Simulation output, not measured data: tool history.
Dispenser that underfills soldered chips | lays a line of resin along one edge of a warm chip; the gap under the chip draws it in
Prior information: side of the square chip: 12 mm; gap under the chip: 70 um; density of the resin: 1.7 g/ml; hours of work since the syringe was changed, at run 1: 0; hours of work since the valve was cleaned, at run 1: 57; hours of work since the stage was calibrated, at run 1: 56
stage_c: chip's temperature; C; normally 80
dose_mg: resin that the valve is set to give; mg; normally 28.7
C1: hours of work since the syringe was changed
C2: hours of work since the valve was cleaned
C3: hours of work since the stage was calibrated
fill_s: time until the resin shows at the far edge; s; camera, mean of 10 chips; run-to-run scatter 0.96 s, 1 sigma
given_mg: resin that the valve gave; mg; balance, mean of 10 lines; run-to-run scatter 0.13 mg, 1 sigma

run 1 hour=0.0 | stage_c=80 dose_mg=28.7 | C1=0 C2=57 C3=56 | fill_s=91.7 given_mg=27.75
run 2 hour=3.5 | stage_c=80 dose_mg=28.7 | C1=2 C2=59 C3=58 | fill_s=102.6 given_mg=27.47
-- hour=7.2 dispensing valve cleaned and set on the balance
run 3 hour=8.8 | stage_c=80 dose_mg=28.7 | C1=5 C2=1 C3=61 | fill_s=116.4 given_mg=28.49
-- hour=11.8 new syringe of resin
run 4 hour=13.3 | stage_c=80 dose_mg=28.7 | C1=1 C2=4 C3=64 | fill_s=96.8 given_mg=28.65
run 5 hour=16.1 | stage_c=80 dose_mg=28.7 | C1=3 C2=6 C3=66 | fill_s=103.9 given_mg=28.54
run 6 hour=19.5 | stage_c=89 dose_mg=28.7 | C1=5 C2=8 C3=68 | fill_s=88.6 given_mg=28.47
-- hour=22.4 new syringe of resin
run 7 hour=22.4 | stage_c=80 dose_mg=28.7 | C1=0 C2=10 C3=70 | fill_s=94.9 given_mg=28.51
run 8 hour=24.8 | stage_c=73 dose_mg=32.8 | C1=2 C2=12 C3=72 | fill_s=123.6 given_mg=32.60
run 9 hour=29.3 | stage_c=69 dose_mg=32.2 | C1=5 C2=15 C3=75 | fill_s=158.3 given_mg=32.08
-- hour=33.1 new syringe of resin
run 10 hour=33.1 | stage_c=86 dose_mg=30.3 | C1=0 C2=17 C3=77 | fill_s=77.1 given_mg=30.09
run 11 hour=36.6 | stage_c=91 dose_mg=36.2 | C1=2 C2=20 C3=80 | fill_s=71.7 given_mg=35.73
run 12 hour=40.9 | stage_c=91 dose_mg=33.5 | C1=5 C2=23 C3=83 | fill_s=84.6 given_mg=33.06
-- hour=44.0 new syringe of resin
run 13 hour=44.8 | stage_c=91 dose_mg=30.8 | C1=1 C2=25 C3=85 | fill_s=68.6 given_mg=30.19

Predict each of these 4 candidate next runs independently; none follows another, all start after run 13:
run A hour=47.6 | stage_c=78 dose_mg=30.8 | C1=3 C2=27 C3=87 | fill_s=? given_mg=?
run B hour=47.6 | stage_c=67 dose_mg=34.4 | C1=3 C2=27 C3=87 | fill_s=? given_mg=?
run C hour=47.6 | stage_c=80 dose_mg=29.5 | C1=3 C2=27 C3=87 | fill_s=? given_mg=?
run D hour=47.6 | stage_c=89 dose_mg=27.0 | C1=3 C2=27 C3=87 | fill_s=? given_mg=?

run=A fill_s=113.2 given_mg=30.14
run=B fill_s=157.1 given_mg=33.82
run=C fill_s=106.1 given_mg=28.92
run=D fill_s=82.4 given_mg=26.36
The same runs, with their run-to-run variation unchanged, on a tool lacking any hidden condition would have given:
run=A fill_s=98.2 given_mg=30.78
run=B fill_s=136.3 given_mg=34.54
run=C fill_s=92.0 given_mg=29.54
run=D fill_s=71.4 given_mg=26.93
